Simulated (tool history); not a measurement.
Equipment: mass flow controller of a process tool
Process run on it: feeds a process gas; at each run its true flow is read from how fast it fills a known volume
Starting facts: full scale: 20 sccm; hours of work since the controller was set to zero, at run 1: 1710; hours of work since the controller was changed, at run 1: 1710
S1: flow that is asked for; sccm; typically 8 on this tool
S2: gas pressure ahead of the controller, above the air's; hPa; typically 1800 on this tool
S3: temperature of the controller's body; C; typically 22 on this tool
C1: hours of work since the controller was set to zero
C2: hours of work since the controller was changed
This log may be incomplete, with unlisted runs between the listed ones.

run 1 hour=0.0 | S1=8 S2=1800 S3=22 | C1=1710 C2=1710 | true_flow_(%)=98.76
run 2 hour=86.7 | S1=8 S2=1800 S3=22 | C1=1762 C2=1762 | true_flow_(%)=98.80
run 3 hour=175.7 | S1=8 S2=1800 S3=22 | C1=1816 C2=1816 | true_flow_(%)=98.68
run 4 hour=260.0 | S1=8 S2=1800 S3=22 | C1=1867 C2=1867 | true_flow_(%)=98.76
run 5 hour=316.7 | S1=8 S2=1800 S3=22 | C1=1901 C2=1901 | true_flow_(%)=98.71
run 6 hour=379.4 | S1=8 S2=1800 S3=37 | C1=1938 C2=1938 | true_flow_(%)=98.38

Forecast run 7:
run 7 hour=431.8 | S1=8 S2=1800 S3=26 | C1=1970 C2=1970 | true_flow_(%)=?

true flow (%): 98.63
With the hidden condition absent and the run-to-run variation left alone, this run would have shown true flow (%) 98.63.
